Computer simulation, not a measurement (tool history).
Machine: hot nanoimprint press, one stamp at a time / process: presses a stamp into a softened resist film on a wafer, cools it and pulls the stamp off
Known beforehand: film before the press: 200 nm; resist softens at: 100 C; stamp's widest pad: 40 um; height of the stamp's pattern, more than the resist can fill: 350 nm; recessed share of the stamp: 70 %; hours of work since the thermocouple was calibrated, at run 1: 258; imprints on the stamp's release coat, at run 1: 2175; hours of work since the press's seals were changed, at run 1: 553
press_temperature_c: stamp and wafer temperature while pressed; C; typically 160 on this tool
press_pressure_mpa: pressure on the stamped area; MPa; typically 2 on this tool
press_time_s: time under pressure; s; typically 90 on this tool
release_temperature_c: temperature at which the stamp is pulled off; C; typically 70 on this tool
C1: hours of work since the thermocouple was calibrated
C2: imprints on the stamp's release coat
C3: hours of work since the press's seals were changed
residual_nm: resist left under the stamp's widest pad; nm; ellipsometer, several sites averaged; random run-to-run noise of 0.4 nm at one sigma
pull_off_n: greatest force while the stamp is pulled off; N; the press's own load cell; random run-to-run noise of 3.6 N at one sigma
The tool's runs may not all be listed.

{"run": 1, "day": 0.0, "press_temperature_c": 160, "press_pressure_mpa": 2, "press_time_s": 90, "release_temperature_c": 70, "C1": 258, "C2": 2175, "C3": 553, "residual_nm": 87.7, "pull_off_n": 215}
{"day": 0.771, "done": "plate thermocouple calibrated"}
{"run": 2, "day": 1.146, "press_temperature_c": 160, "press_pressure_mpa": 2, "press_time_s": 90, "release_temperature_c": 70, "C1": 6, "C2": 2301, "C3": 571, "residual_nm": 84.5, "pull_off_n": 223}
{"run": 3, "day": 2.179, "press_temperature_c": 160, "press_pressure_mpa": 2, "press_time_s": 90, "release_temperature_c": 70, "C1": 24, "C2": 2428, "C3": 588, "residual_nm": 85.4, "pull_off_n": 221}
{"day": 2.912, "done": "stamp cleaned and given a new release coat"}
{"run": 4, "day": 3.875, "press_temperature_c": 160, "press_pressure_mpa": 2, "press_time_s": 90, "release_temperature_c": 70, "C1": 49, "C2": 119, "C3": 613, "residual_nm": 84, "pull_off_n": 163}
{"day": 4.975, "done": "plate thermocouple calibrated, once more"}
{"run": 5, "day": 5.838, "press_temperature_c": 159, "press_pressure_mpa": 2, "press_time_s": 90, "release_temperature_c": 70, "C1": 15, "C2": 345, "C3": 644, "residual_nm": 95.2, "pull_off_n": 177}
{"run": 6, "day": 7.488, "press_temperature_c": 160, "press_pressure_mpa": 2, "press_time_s": 90, "release_temperature_c": 70, "C1": 43, "C2": 549, "C3": 672, "residual_nm": 90.9, "pull_off_n": 177}
{"run": 7, "day": 8.812, "press_temperature_c": 160, "press_pressure_mpa": 2, "press_time_s": 90, "release_temperature_c": 70, "C1": 65, "C2": 712, "C3": 695, "residual_nm": 90.9, "pull_off_n": 187}
{"run": 8, "day": 9.883, "press_temperature_c": 169, "press_pressure_mpa": 2, "press_time_s": 90, "release_temperature_c": 70, "C1": 83, "C2": 844, "C3": 713, "residual_nm": 62.3, "pull_off_n": 189}
{"run": 9, "day": 11.425, "press_temperature_c": 160, "press_pressure_mpa": 2, "press_time_s": 86, "release_temperature_c": 70, "C1": 110, "C2": 1034, "C3": 739, "residual_nm": 92.1, "pull_off_n": 188}
{"run": 10, "day": 13.179, "press_temperature_c": 157, "press_pressure_mpa": 2, "press_time_s": 86, "release_temperature_c": 70, "C1": 140, "C2": 1250, "C3": 769, "residual_nm": 103.2, "pull_off_n": 194}
{"run": 11, "day": 14.546, "press_temperature_c": 162, "press_pressure_mpa": 2, "press_time_s": 86, "release_temperature_c": 72, "C1": 163, "C2": 1419, "C3": 792, "residual_nm": 83.7, "pull_off_n": 195}
{"day": 15.279, "done": "press's hydraulic seals changed and the load cell set to zero"}
{"run": 12, "day": 15.717, "press_temperature_c": 151, "press_pressure_mpa": 2.47, "press_time_s": 102, "release_temperature_c": 75, "C1": 177, "C2": 1522, "C3": 7, "residual_nm": 111, "pull_off_n": 179}
{"run": 13, "day": 17.138, "press_temperature_c": 151, "press_pressure_mpa": 1.29, "press_time_s": 80, "release_temperature_c": 64, "C1": 201, "C2": 1697, "C3": 32, "residual_nm": 146.6, "pull_off_n": 237}
{"run": 14, "day": 18.183, "press_temperature_c": 151, "press_pressure_mpa": 1.29, "press_time_s": 80, "release_temperature_c": 75, "C1": 219, "C2": 1826, "C3": 49, "residual_nm": 146.8, "pull_off_n": 175}
{"run": 15, "day": 20.029, "press_temperature_c": 151, "press_pressure_mpa": 1.29, "press_time_s": 80, "release_temperature_c": 75, "C1": 250, "C2": 2053, "C3": 81, "residual_nm": 146.6, "pull_off_n": 183}
{"day": 21.217, "done": "plate thermocouple calibrated"}
{"run": 16, "day": 21.625, "press_temperature_c": 150, "press_pressure_mpa": 1.39, "press_time_s": 80, "release_temperature_c": 75, "C1": 7, "C2": 2235, "C3": 106, "residual_nm": 150.7, "pull_off_n": 198}
{"run": 17, "day": 23.121, "press_temperature_c": 159, "press_pressure_mpa": 2.77, "press_time_s": 118, "release_temperature_c": 68, "C1": 32, "C2": 2419, "C3": 131, "residual_nm": 72.3, "pull_off_n": 243}
{"day": 23.979, "done": "stamp cleaned and given a new release coat"}
{"run": 18, "day": 24.25, "press_temperature_c": 151, "press_pressure_mpa": 1.4, "press_time_s": 128, "release_temperature_c": 68, "C1": 47, "C2": 33, "C3": 146, "residual_nm": 129, "pull_off_n": 175}
{"run": 19, "day": 26.258, "press_temperature_c": 152, "press_pressure_mpa": 1.62, "press_time_s": 128, "release_temperature_c": 68, "C1": 82, "C2": 281, "C3": 180, "residual_nm": 118.3, "pull_off_n": 179}

5 ways to go on from here, each from the tool as it stands after run 19. What would each give?
{"run": "A", "day": 27.162, "press_temperature_c": 158, "press_pressure_mpa": 1.62, "press_time_s": 84, "release_temperature_c": 68, "C1": 97, "C2": 392, "C3": 196, "residual_nm": "?", "pull_off_n": "?"}
{"run": "B", "day": 27.162, "press_temperature_c": 160, "press_pressure_mpa": 2, "press_time_s": 58, "release_temperature_c": 60, "C1": 97, "C2": 392, "C3": 196, "residual_nm": "?", "pull_off_n": "?"}
{"run": "C", "day": 27.162, "press_temperature_c": 162, "press_pressure_mpa": 2, "press_time_s": 90, "release_temperature_c": 68, "C1": 97, "C2": 392, "C3": 196, "residual_nm": "?", "pull_off_n": "?"}
{"run": "D", "day": 27.162, "press_temperature_c": 152, "press_pressure_mpa": 2.97, "press_time_s": 107, "release_temperature_c": 68, "C1": 97, "C2": 392, "C3": 196, "residual_nm": "?", "pull_off_n": "?"}
{"run": "E", "day": 27.162, "press_temperature_c": 152, "press_pressure_mpa": 1.62, "press_time_s": 135, "release_temperature_c": 58, "C1": 97, "C2": 392, "C3": 196, "residual_nm": "?", "pull_off_n": "?"}

run=A residual_nm=107.8 pull_off_n=189
run=B residual_nm=104.4 pull_off_n=234
run=C residual_nm=81.5 pull_off_n=188
run=D residual_nm=99.3 pull_off_n=190
run=E residual_nm=117.1 pull_off_n=251
With the hidden condition removed and each run's random variation left untouched, the same runs would have given:
run=A residual_nm=110 pull_off_n=182
run=B residual_nm=106.4 pull_off_n=224
run=C residual_nm=83.3 pull_off_n=180
run=D residual_nm=101.4 pull_off_n=183
run=E residual_nm=119.5 pull_off_n=240

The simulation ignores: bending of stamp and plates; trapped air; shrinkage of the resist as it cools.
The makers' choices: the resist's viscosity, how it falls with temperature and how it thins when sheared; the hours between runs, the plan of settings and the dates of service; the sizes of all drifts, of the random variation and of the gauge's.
